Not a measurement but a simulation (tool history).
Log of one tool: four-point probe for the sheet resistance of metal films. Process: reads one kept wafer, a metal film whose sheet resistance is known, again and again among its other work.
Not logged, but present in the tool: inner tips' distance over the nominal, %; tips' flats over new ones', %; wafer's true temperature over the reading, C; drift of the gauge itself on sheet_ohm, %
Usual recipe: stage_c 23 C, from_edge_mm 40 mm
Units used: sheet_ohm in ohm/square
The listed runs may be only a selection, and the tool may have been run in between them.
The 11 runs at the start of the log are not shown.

run	hour	stage_c	from_edge_mm	touches since the probe head was changed	hours of work since the stage's thermometer was calibrated	sheet_ohm
12	572.8	23	3	112856	430	0.056413
13	621.7	23	40	114472	461	0.053442
14	665.8	23	40	115930	489	0.053448
15	720.4	26	40	117738	524	0.053522
16	775.6	23	40	119561	559	0.053422
17	843.1	23	10	121794	602	0.053701
18	887.1	23	40	123248	630	0.053429
19	955.9	23	40	125521	674	0.053440
20	1008.2	23	40	127250	708	0.053451
21	1061.3	23	40	129006	741	0.053443

Expected results for the next run?
22	1102.8	20	40	130380	768	?

{"run 22": {"sheet_ohm": 0.053336}}
The same run, on a tool lacking any hidden state, would have yielded sheet_ohm 0.053114 ohm/square.
